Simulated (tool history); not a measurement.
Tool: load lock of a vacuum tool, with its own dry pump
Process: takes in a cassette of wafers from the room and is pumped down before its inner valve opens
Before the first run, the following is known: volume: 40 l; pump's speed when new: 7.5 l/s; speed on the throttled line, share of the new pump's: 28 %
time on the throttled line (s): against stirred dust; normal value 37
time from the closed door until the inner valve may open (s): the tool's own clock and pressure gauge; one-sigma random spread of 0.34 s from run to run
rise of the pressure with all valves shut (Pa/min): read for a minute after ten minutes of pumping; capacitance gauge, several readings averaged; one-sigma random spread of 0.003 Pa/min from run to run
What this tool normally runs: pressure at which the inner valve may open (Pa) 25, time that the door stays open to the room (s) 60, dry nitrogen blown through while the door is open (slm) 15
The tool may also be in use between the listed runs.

run,hour,time on the throttled line (s),pressure at which the inner valve may open (Pa),time that the door stays open to the room (s),dry nitrogen blown through while the door is open (slm),"incoming humidity of the room's air, %",time from the closed door until the inner valve may open (s),rise of the pressure with all valves shut (Pa/min)
1,0.0,37,25,60,15,43.8,71.3,0.035
2,339.2,37,25,55,15,45.2,70.8,0.029
3,698.0,37,25,55,15,43.8,71.9,0.036
4,950.4,37,25,60,10,47.5,71.1,0.045
5,1215.6,31,25,60,10,46.0,66.8,0.043
6,1438.4,56,25,60,15,47.5,84.6,0.034
7,1745.1,56,25,60,15,43.2,84.8,0.031
8,2080.9,37,25,60,15,45.4,71.3,0.030
9,2249.1,37,25,60,15,46.3,70.7,0.030
10,2438.9,37,25,38,15,44.4,71.1,0.033
11,2622.9,37,25,38,15,46.6,70.7,0.026
12,2922.1,37,25,38,15,44.5,71.4,0.032
13,3169.7,37,25,38,15,47.9,71.1,0.026
14,3502.4,37,25,38,15,46.8,71.2,0.027
# hour 3702.1: door's seal changed, seat wiped
15,3702.1,37,25,38,15,44.0,70.9,0.030
16,4041.1,20,25,60,15,51.9,59.1,0.035
17,4255.4,37,25,60,15,46.7,71.4,0.037
18,4546.0,37,25,60,15,41.6,71.2,0.026
19,4814.3,37,18,25,15,45.4,73.3,0.022
20,5005.2,20,25,200,15,44.8,58.5,0.057
21,5268.0,20,25,200,5,46.6,58.3,0.087
22,5627.2,37,26,25,15,47.7,70.8,0.023
23,5898.0,37,24,60,10,48.0,71.7,0.037
24,6247.1,29,25,60,4,46.0,65.0,0.041
25,6421.7,29,28,60,5,43.5,65.3,0.041
26,6779.4,70,25,52,7,43.2,94.4,0.043
27,7073.5,37,22,65,15,43.5,72.3,0.034
28,7404.4,46,34,78,15,47.0,76.0,0.030
29,7771.9,47,25,60,22,42.1,78.9,0.029
30,8012.5,51,25,124,7,44.9,81.3,0.057
31,8302.0,35,22,124,6,46.7,70.6,0.061
# hour 8422.9: dry pump taken out, an overhauled one fitted
32,8612.9,35,22,124,6,49.1,70.2,0.069
33,8964.3,37,32,111,15,42.3,69.4,0.038
34,9313.0,37,32,136,5,45.4,69.7,0.063
35,9475.6,37,32,136,5,47.3,69.5,0.063
36,9632.7,37,32,136,5,46.9,69.3,0.067

Here are 5 independent what-if runs from the current tool condition. What would each one return?
A,10017.1,37,27,60,15,46.2,?,?
B,10017.1,39,23,149,15,45.7,?,?
C,10017.1,37,25,60,9,44.6,?,?
D,10017.1,37,19,60,29,43.0,?,?
E,10017.1,37,50,136,5,44.7,?,?

run,time from the closed door until the inner valve may open (s),rise of the pressure with all valves shut (Pa/min)
A,70.9,0.031
B,73.4,0.054
C,70.9,0.046
D,72.4,0.025
E,67.5,0.063
With the hidden condition removed and each run's random variation left untouched, the same runs would have given:
run,time from the closed door until the inner valve may open (s),rise of the pressure with all valves shut (Pa/min)
A,70.9,0.030
B,73.4,0.053
C,70.9,0.045
D,72.4,0.024
E,67.5,0.062
